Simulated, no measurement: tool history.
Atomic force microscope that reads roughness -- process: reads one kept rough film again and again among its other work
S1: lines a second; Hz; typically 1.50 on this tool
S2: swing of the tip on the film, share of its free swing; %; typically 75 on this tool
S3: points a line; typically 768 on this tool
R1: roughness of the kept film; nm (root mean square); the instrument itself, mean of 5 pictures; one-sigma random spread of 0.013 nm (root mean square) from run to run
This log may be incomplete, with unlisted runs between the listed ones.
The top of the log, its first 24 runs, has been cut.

At day 9.196: height scale calibrated on a step standard, once more.
Run 25, day 9.342: usual settings but S3 880. Result: R1 3.110 nm (root mean square).
Run 26, day 9.592: usual settings but S1 0.88 Hz. Result: R1 3.200 nm (root mean square).
Run 27, day 9.875: usual settings but S1 1.17 Hz, S2 87 %, S3 572. Result: R1 2.994 nm (root mean square).
Run 28, day 10.179: usual settings but S1 1.17 Hz, S2 87 %, S3 572. Result: R1 2.976 nm (root mean square).
Run 29, day 10.662: usual settings but S1 1.17 Hz, S2 87 %, S3 572. Result: R1 2.959 nm (root mean square).
Run 30, day 10.912: usual settings but S1 1.19 Hz, S2 59 %, S3 572. Result: R1 3.217 nm (root mean square).
Run 31, day 11.183: usual settings but S1 1.19 Hz, S2 59 %, S3 572. Result: R1 3.205 nm (root mean square).
Run 32, day 11.629: usual settings but S1 2.42 Hz, S2 88 %, S3 972. Result: R1 2.626 nm (root mean square).
Run 33, day 11.988: usual settings but S1 2.42 Hz, S2 88 %, S3 972. Result: R1 2.647 nm (root mean square).
Run 34, day 12.267: usual settings but S2 90 %, S3 794. Result: R1 2.796 nm (root mean square).
Run 35, day 12.508: usual settings but S1 0.53 Hz, S2 70 %, S3 701. Result: R1 3.187 nm (root mean square).
Run 36, day 12.883: usual settings but S1 1.28 Hz, S2 83 %, S3 949. Result: R1 2.949 nm (root mean square).
Run 37, day 13.408: usual settings but S1 2.36 Hz, S2 72 %, S3 426. Result: R1 2.914 nm (root mean square).
Run 38, day 13.717: usual settings but S1 1.47 Hz, S2 89 %, S3 739. Result: R1 2.799 nm (root mean square).
Run 39, day 14.017: usual settings but S1 1.47 Hz, S2 89 %, S3 739. Result: R1 2.748 nm (root mean square).
Run 40, day 14.446: usual settings but S1 1.26 Hz, S2 87 %, S3 285. Result: R1 2.836 nm (root mean square).
Run 41, day 14.875: usual settings but S1 0.90 Hz, S2 87 %, S3 710. Result: R1 2.914 nm (root mean square).
Run 42, day 15.383: usual settings but S1 0.85 Hz, S3 1003. Result: R1 3.014 nm (root mean square).
Run 43, day 15.867: usual settings but S1 0.75 Hz, S2 65 %, S3 481. Result: R1 3.090 nm (root mean square).
Run 44, day 16.238: usual settings but S3 460. Result: R1 2.909 nm (root mean square).
Run 45, day 16.746: usual settings but S1 1.33 Hz, S2 84 %. Result: R1 2.801 nm (root mean square).
At day 16.817: new tip fitted.
Run 46, day 17.008: usual settings but S1 0.91 Hz, S3 430. Result: R1 3.211 nm (root mean square).
Run 47, day 17.362: usual settings but S1 0.91 Hz, S3 430. Result: R1 3.188 nm (root mean square).

Predict each of these 3 candidate next runs independently; none follows another, all start after run 47:
Run A, day 17.604: usual settings but S1 0.73 Hz. Result: R1 ?.
Run B, day 17.604: usual settings but S1 0.99 Hz, S3 449. Result: R1 ?.
Run C, day 17.604: usual settings but S1 1.16 Hz, S3 677. Result: R1 ?.

run     R1
  A  3.220
  B  3.175
  C  3.158
With no hidden state in the tool, these same runs would have given:
run     R1
  A  3.250
  B  3.205
  C  3.188

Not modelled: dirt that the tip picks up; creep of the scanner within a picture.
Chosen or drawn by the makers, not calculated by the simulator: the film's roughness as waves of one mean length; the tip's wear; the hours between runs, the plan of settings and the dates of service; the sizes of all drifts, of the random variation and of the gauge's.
